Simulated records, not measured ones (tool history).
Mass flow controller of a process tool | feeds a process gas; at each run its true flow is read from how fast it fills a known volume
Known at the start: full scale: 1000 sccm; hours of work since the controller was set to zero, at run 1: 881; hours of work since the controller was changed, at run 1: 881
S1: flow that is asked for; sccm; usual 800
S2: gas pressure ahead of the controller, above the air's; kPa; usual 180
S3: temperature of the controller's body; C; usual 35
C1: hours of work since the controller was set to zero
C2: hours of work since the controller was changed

{"run": 1, "hour": 0.0, "S1": 800, "S2": 180, "S3": 35, "C1": 881, "C2": 881, "true flow (%)": 99.09}
{"run": 2, "hour": 201.3, "S1": 800, "S2": 180, "S3": 35, "C1": 1006, "C2": 1006, "true flow (%)": 99.14}
{"run": 3, "hour": 321.6, "S1": 455, "S2": 180, "S3": 35, "C1": 1081, "C2": 1081, "true flow (%)": 98.43}
{"run": 4, "hour": 469.7, "S1": 455, "S2": 180, "S3": 35, "C1": 1173, "C2": 1173, "true flow (%)": 98.36}
{"run": 5, "hour": 577.6, "S1": 455, "S2": 180, "S3": 35, "C1": 1240, "C2": 1240, "true flow (%)": 98.46}
{"run": 6, "hour": 760.5, "S1": 455, "S2": 180, "S3": 35, "C1": 1353, "C2": 1353, "true flow (%)": 98.44}
{"run": 7, "hour": 880.0, "S1": 455, "S2": 180, "S3": 35, "C1": 1428, "C2": 1428, "true flow (%)": 98.34}
{"run": 8, "hour": 1066.7, "S1": 455, "S2": 180, "S3": 35, "C1": 1544, "C2": 1544, "true flow (%)": 98.41}
{"run": 9, "hour": 1244.7, "S1": 800, "S2": 180, "S3": 35, "C1": 1655, "C2": 1655, "true flow (%)": 98.86}
{"run": 10, "hour": 1417.7, "S1": 800, "S2": 180, "S3": 35, "C1": 1762, "C2": 1762, "true flow (%)": 98.98}
{"run": 11, "hour": 1551.4, "S1": 800, "S2": 180, "S3": 35, "C1": 1845, "C2": 1845, "true flow (%)": 98.88}
{"run": 12, "hour": 1726.4, "S1": 800, "S2": 180, "S3": 35, "C1": 1954, "C2": 1954, "true flow (%)": 98.92}
{"run": 13, "hour": 1935.2, "S1": 800, "S2": 180, "S3": 35, "C1": 2084, "C2": 2084, "true flow (%)": 98.9}
{"run": 14, "hour": 2097.1, "S1": 800, "S2": 180, "S3": 35, "C1": 2185, "C2": 2185, "true flow (%)": 98.82}
{"run": 15, "hour": 2269.4, "S1": 800, "S2": 180, "S3": 35, "C1": 2292, "C2": 2292, "true flow (%)": 98.9}
{"run": 16, "hour": 2488.1, "S1": 800, "S2": 180, "S3": 35, "C1": 2428, "C2": 2428, "true flow (%)": 98.79}
{"run": 17, "hour": 2691.2, "S1": 383, "S2": 196, "S3": 29, "C1": 2554, "C2": 2554, "true flow (%)": 98.3}
{"run": 18, "hour": 2916.9, "S1": 383, "S2": 196, "S3": 29, "C1": 2694, "C2": 2694, "true flow (%)": 98.18}
{"run": 19, "hour": 3061.1, "S1": 383, "S2": 196, "S3": 29, "C1": 2784, "C2": 2784, "true flow (%)": 98.24}
{"run": 20, "hour": 3167.4, "S1": 639, "S2": 191, "S3": 40, "C1": 2850, "C2": 2850, "true flow (%)": 98.12}
{"run": 21, "hour": 3371.4, "S1": 171, "S2": 197, "S3": 37, "C1": 2977, "C2": 2977, "true flow (%)": 97.38}
{"run": 22, "hour": 3563.7, "S1": 800, "S2": 154, "S3": 35, "C1": 3097, "C2": 3097, "true flow (%)": 98.76}
{"run": 23, "hour": 3694.3, "S1": 800, "S2": 223, "S3": 24, "C1": 3178, "C2": 3178, "true flow (%)": 99.3}
{"run": 24, "hour": 3852.2, "S1": 501, "S2": 180, "S3": 26, "C1": 3276, "C2": 3276, "true flow (%)": 98.6}

Run 25 comes next. What will it give?
{"run": 25, "hour": 4054.7, "S1": 505, "S2": 180, "S3": 34, "C1": 3402, "C2": 3402, "true flow (%)": "?"}

Run 25 gave true flow (%) 98.1.
Without the tool's hidden state the same run would have given true flow (%) 98.58.
